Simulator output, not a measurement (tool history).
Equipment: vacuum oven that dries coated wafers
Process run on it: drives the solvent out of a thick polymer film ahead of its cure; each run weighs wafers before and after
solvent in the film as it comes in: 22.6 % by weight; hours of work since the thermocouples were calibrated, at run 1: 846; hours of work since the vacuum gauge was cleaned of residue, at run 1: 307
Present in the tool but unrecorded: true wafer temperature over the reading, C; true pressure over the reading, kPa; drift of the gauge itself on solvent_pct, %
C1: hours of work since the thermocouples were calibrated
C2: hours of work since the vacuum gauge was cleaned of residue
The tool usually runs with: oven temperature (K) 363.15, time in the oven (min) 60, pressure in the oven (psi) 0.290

{"run": 1, "hour": 0.0, "oven temperature (K)": 363.15, "time in the oven (min)": 60, "pressure in the oven (psi)": 0.29, "C1": 846, "C2": 307, "solvent left in the film (%)": 1.61}
{"run": 2, "hour": 11.1, "oven temperature (K)": 363.15, "time in the oven (min)": 60, "pressure in the oven (psi)": 0.29, "C1": 855, "C2": 316, "solvent left in the film (%)": 1.63}
{"run": 3, "hour": 25.2, "oven temperature (K)": 363.15, "time in the oven (min)": 60, "pressure in the oven (psi)": 0.29, "C1": 866, "C2": 327, "solvent left in the film (%)": 1.62}
{"hour": 38.6, "done": "oven's thermocouples calibrated"}
{"run": 4, "hour": 40.3, "oven temperature (K)": 363.15, "time in the oven (min)": 60, "pressure in the oven (psi)": 0.29, "C1": 1, "C2": 337, "solvent left in the film (%)": 1.64}
{"run": 5, "hour": 54.0, "oven temperature (K)": 363.15, "time in the oven (min)": 60, "pressure in the oven (psi)": 0.29, "C1": 12, "C2": 348, "solvent left in the film (%)": 1.6}
{"run": 6, "hour": 67.2, "oven temperature (K)": 353.15, "time in the oven (min)": 60, "pressure in the oven (psi)": 0.29, "C1": 23, "C2": 359, "solvent left in the film (%)": 4.66}
{"run": 7, "hour": 74.2, "oven temperature (K)": 353.15, "time in the oven (min)": 60, "pressure in the oven (psi)": 0.29, "C1": 28, "C2": 364, "solvent left in the film (%)": 4.65}
{"run": 8, "hour": 80.2, "oven temperature (K)": 363.15, "time in the oven (min)": 60, "pressure in the oven (psi)": 0.29, "C1": 33, "C2": 369, "solvent left in the film (%)": 1.64}
{"run": 9, "hour": 87.8, "oven temperature (K)": 363.15, "time in the oven (min)": 60, "pressure in the oven (psi)": 0.29, "C1": 39, "C2": 375, "solvent left in the film (%)": 1.63}
{"run": 10, "hour": 96.9, "oven temperature (K)": 363.15, "time in the oven (min)": 60, "pressure in the oven (psi)": 0.29, "C1": 46, "C2": 382, "solvent left in the film (%)": 1.64}
{"run": 11, "hour": 106.2, "oven temperature (K)": 363.15, "time in the oven (min)": 60, "pressure in the oven (psi)": 0.29, "C1": 54, "C2": 390, "solvent left in the film (%)": 1.63}
{"run": 12, "hour": 113.9, "oven temperature (K)": 363.15, "time in the oven (min)": 60, "pressure in the oven (psi)": 0.29, "C1": 60, "C2": 396, "solvent left in the film (%)": 1.63}
{"run": 13, "hour": 122.3, "oven temperature (K)": 363.15, "time in the oven (min)": 60, "pressure in the oven (psi)": 0.29, "C1": 66, "C2": 402, "solvent left in the film (%)": 1.59}
{"run": 14, "hour": 131.0, "oven temperature (K)": 363.15, "time in the oven (min)": 44, "pressure in the oven (psi)": 0.29, "C1": 73, "C2": 409, "solvent left in the film (%)": 2.73}
{"run": 15, "hour": 138.4, "oven temperature (K)": 363.15, "time in the oven (min)": 44, "pressure in the oven (psi)": 0.29, "C1": 79, "C2": 415, "solvent left in the film (%)": 2.78}
{"run": 16, "hour": 147.3, "oven temperature (K)": 363.15, "time in the oven (min)": 35, "pressure in the oven (psi)": 0.29, "C1": 86, "C2": 422, "solvent left in the film (%)": 3.93}
{"run": 17, "hour": 154.1, "oven temperature (K)": 363.15, "time in the oven (min)": 35, "pressure in the oven (psi)": 0.29, "C1": 91, "C2": 428, "solvent left in the film (%)": 3.93}
{"run": 18, "hour": 160.7, "oven temperature (K)": 363.15, "time in the oven (min)": 35, "pressure in the oven (psi)": 0.29, "C1": 97, "C2": 433, "solvent left in the film (%)": 3.92}
{"run": 19, "hour": 168.0, "oven temperature (K)": 363.15, "time in the oven (min)": 35, "pressure in the oven (psi)": 0.29, "C1": 102, "C2": 439, "solvent left in the film (%)": 3.89}
{"run": 20, "hour": 173.7, "oven temperature (K)": 352.15, "time in the oven (min)": 32, "pressure in the oven (psi)": 0.5, "C1": 107, "C2": 443, "solvent left in the film (%)": 9.5}
{"run": 21, "hour": 186.4, "oven temperature (K)": 358.15, "time in the oven (min)": 31, "pressure in the oven (psi)": 0.187, "C1": 117, "C2": 453, "solvent left in the film (%)": 6.46}
{"run": 22, "hour": 193.9, "oven temperature (K)": 358.15, "time in the oven (min)": 31, "pressure in the oven (psi)": 0.187, "C1": 123, "C2": 459, "solvent left in the film (%)": 6.47}
{"run": 23, "hour": 201.8, "oven temperature (K)": 351.15, "time in the oven (min)": 80, "pressure in the oven (psi)": 0.223, "C1": 129, "C2": 465, "solvent left in the film (%)": 3.66}
{"run": 24, "hour": 208.1, "oven temperature (K)": 350.15, "time in the oven (min)": 81, "pressure in the oven (psi)": 0.231, "C1": 134, "C2": 470, "solvent left in the film (%)": 4.01}
{"run": 25, "hour": 220.3, "oven temperature (K)": 372.15, "time in the oven (min)": 75, "pressure in the oven (psi)": 0.309, "C1": 144, "C2": 480, "solvent left in the film (%)": 0.53}
{"run": 26, "hour": 231.0, "oven temperature (K)": 373.15, "time in the oven (min)": 94, "pressure in the oven (psi)": 0.149, "C1": 152, "C2": 488, "solvent left in the film (%)": 0.2}
{"run": 27, "hour": 243.7, "oven temperature (K)": 373.15, "time in the oven (min)": 94, "pressure in the oven (psi)": 0.149, "C1": 162, "C2": 498, "solvent left in the film (%)": 0.23}
{"run": 28, "hour": 256.1, "oven temperature (K)": 377.15, "time in the oven (min)": 94, "pressure in the oven (psi)": 0.708, "C1": 172, "C2": 508, "solvent left in the film (%)": 0.89}
{"run": 29, "hour": 266.5, "oven temperature (K)": 376.15, "time in the oven (min)": 59, "pressure in the oven (psi)": 0.218, "C1": 180, "C2": 516, "solvent left in the film (%)": 0.31}
{"run": 30, "hour": 278.0, "oven temperature (K)": 376.15, "time in the oven (min)": 59, "pressure in the oven (psi)": 0.218, "C1": 189, "C2": 526, "solvent left in the film (%)": 0.33}
{"run": 31, "hour": 288.5, "oven temperature (K)": 358.15, "time in the oven (min)": 80, "pressure in the oven (psi)": 0.252, "C1": 198, "C2": 534, "solvent left in the film (%)": 1.71}
{"run": 32, "hour": 295.4, "oven temperature (K)": 358.15, "time in the oven (min)": 80, "pressure in the oven (psi)": 0.252, "C1": 203, "C2": 539, "solvent left in the film (%)": 1.71}
{"run": 33, "hour": 301.6, "oven temperature (K)": 363.15, "time in the oven (min)": 74, "pressure in the oven (psi)": 0.29, "C1": 208, "C2": 544, "solvent left in the film (%)": 1.12}
{"run": 34, "hour": 313.3, "oven temperature (K)": 350.15, "time in the oven (min)": 81, "pressure in the oven (psi)": 0.164, "C1": 217, "C2": 554, "solvent left in the film (%)": 3.77}
{"run": 35, "hour": 326.9, "oven temperature (K)": 377.15, "time in the oven (min)": 60, "pressure in the oven (psi)": 0.29, "C1": 228, "C2": 564, "solvent left in the film (%)": 0.39}
{"run": 36, "hour": 340.2, "oven temperature (K)": 370.15, "time in the oven (min)": 61, "pressure in the oven (psi)": 0.674, "C1": 239, "C2": 575, "solvent left in the film (%)": 1.32}
{"run": 37, "hour": 353.6, "oven temperature (K)": 370.15, "time in the oven (min)": 61, "pressure in the oven (psi)": 0.674, "C1": 249, "C2": 585, "solvent left in the film (%)": 1.33}
{"run": 38, "hour": 361.4, "oven temperature (K)": 363.15, "time in the oven (min)": 101, "pressure in the oven (psi)": 0.875, "C1": 255, "C2": 592, "solvent left in the film (%)": 2.05}

For each entry between runs, how does the tool's hidden state at the last listed run before it compare with that at the first listed run after it?
Between runs 3 and 4: oven's thermocouples calibrated (hour 38.6)
  true wafer temperature over the reading, C: 0.06 -> 0
